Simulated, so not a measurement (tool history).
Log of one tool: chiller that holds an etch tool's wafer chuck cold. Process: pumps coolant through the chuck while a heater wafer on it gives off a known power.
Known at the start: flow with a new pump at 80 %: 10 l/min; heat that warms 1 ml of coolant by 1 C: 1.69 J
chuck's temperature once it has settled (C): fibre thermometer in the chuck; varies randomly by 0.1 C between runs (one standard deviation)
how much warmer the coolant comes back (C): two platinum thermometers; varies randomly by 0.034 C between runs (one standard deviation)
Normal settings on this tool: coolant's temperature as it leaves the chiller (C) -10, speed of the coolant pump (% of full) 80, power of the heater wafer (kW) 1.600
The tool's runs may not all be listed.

| run | day | coolant's temperature as it leaves the chiller (C) | speed of the coolant pump (% of full) | power of the heater wafer (kW) | chuck's temperature once it has settled (C) | how much warmer the coolant comes back (C) |
|---|---|---|---|---|---|---|
| 1 | 0.000 | -10 | 80 | 1.600 | 9.3 | 5.68 |
| 2 | 1.775 | -10 | 96 | 1.600 | 6.7 | 4.63 |
| 3 | 3.008 | -10 | 96 | 1.600 | 6.7 | 4.66 |
| 4 | 4.225 | -10 | 96 | 1.600 | 6.4 | 4.66 |
| 5 | 6.633 | -19 | 80 | 1.600 | 0.3 | 5.68 |
| 6 | 8.775 | -10 | 82 | 1.600 | 9.0 | 5.53 |
| 7 | 10.950 | -10 | 82 | 1.600 | 9.0 | 5.62 |
| 8 | 12.521 | -5 | 80 | 1.600 | 14.5 | 5.65 |
| 9 | 14.367 | -12 | 80 | 1.600 | 7.4 | 5.66 |
| 10 | 15.962 | -12 | 80 | 1.600 | 7.5 | 5.71 |
| 11 | 17.679 | -10 | 80 | 1.600 | 9.4 | 5.66 |
| 12 | 20.350 | -10 | 80 | 1.600 | 9.4 | 5.75 |
| 13 | 22.258 | -10 | 80 | 1.600 | 9.3 | 5.72 |
| 14 | 24.792 | -10 | 80 | 1.600 | 9.6 | 5.69 |
| 15 | 27.321 | -10 | 80 | 1.600 | 9.4 | 5.67 |
| 16 | 29.083 | -10 | 80 | 1.600 | 9.4 | 5.61 |
| 17 | 31.050 | -2 | 85 | 1.800 | 18.8 | 5.93 |
| 18 | 33.296 | -10 | 93 | 0.846 | -0.9 | 2.50 |
| 19 | 35.796 | -2 | 64 | 1.369 | 18.1 | 6.23 |
| 20 | 37.754 | -12 | 89 | 1.354 | 3.0 | 4.24 |
| 21 | 39.375 | -10 | 96 | 1.600 | 6.5 | 4.61 |
| 22 | 41.733 | -16 | 65 | 1.600 | 7.1 | 7.17 |
| 23 | 43.675 | -15 | 66 | 0.858 | -2.7 | 3.77 |
| 24 | 44.871 | -15 | 66 | 0.858 | -2.7 | 3.84 |
| 25 | 46.983 | -9 | 66 | 2.349 | 24.5 | 10.36 |
| 26 | 48.392 | -19 | 75 | 1.600 | 1.6 | 6.11 |
| 27 | 50.012 | -19 | 75 | 1.600 | 1.5 | 6.10 |
| 28 | 51.417 | -10 | 80 | 1.274 | 5.4 | 4.55 |
| 29 | 53.462 | -8 | 86 | 1.034 | 3.7 | 3.40 |
| 30 | 54.992 | -10 | 80 | 1.991 | 14.1 | 7.10 |
| 31 | 56.212 | -5 | 75 | 1.662 | 16.2 | 6.28 |
| 32 | 58.842 | -5 | 86 | 1.662 | 14.0 | 5.43 |

Predict each of these 4 candidate next runs independently; none follows another, all start after run 32:
| A | 60.267 | -1 | 86 | 0.934 | ? | ? |
| B | 60.267 | -4 | 65 | 0.939 | ? | ? |
| C | 60.267 | -5 | 77 | 1.662 | ? | ? |
| D | 60.267 | -2 | 86 | 1.662 | ? | ? |

| run | chuck's temperature once it has settled (C) | how much warmer the coolant comes back (C) |
|---|---|---|
| A | 9.6 | 3.05 |
| B | 9.7 | 4.19 |
| C | 15.7 | 6.26 |
| D | 17.0 | 5.47 |
Without the tool's hidden state the same runs would have given:
| run | chuck's temperature once it has settled (C) | how much warmer the coolant comes back (C) |
|---|---|---|
| A | 9.6 | 3.05 |
| B | 9.7 | 4.19 |
| C | 15.7 | 6.26 |
| D | 16.9 | 5.47 |

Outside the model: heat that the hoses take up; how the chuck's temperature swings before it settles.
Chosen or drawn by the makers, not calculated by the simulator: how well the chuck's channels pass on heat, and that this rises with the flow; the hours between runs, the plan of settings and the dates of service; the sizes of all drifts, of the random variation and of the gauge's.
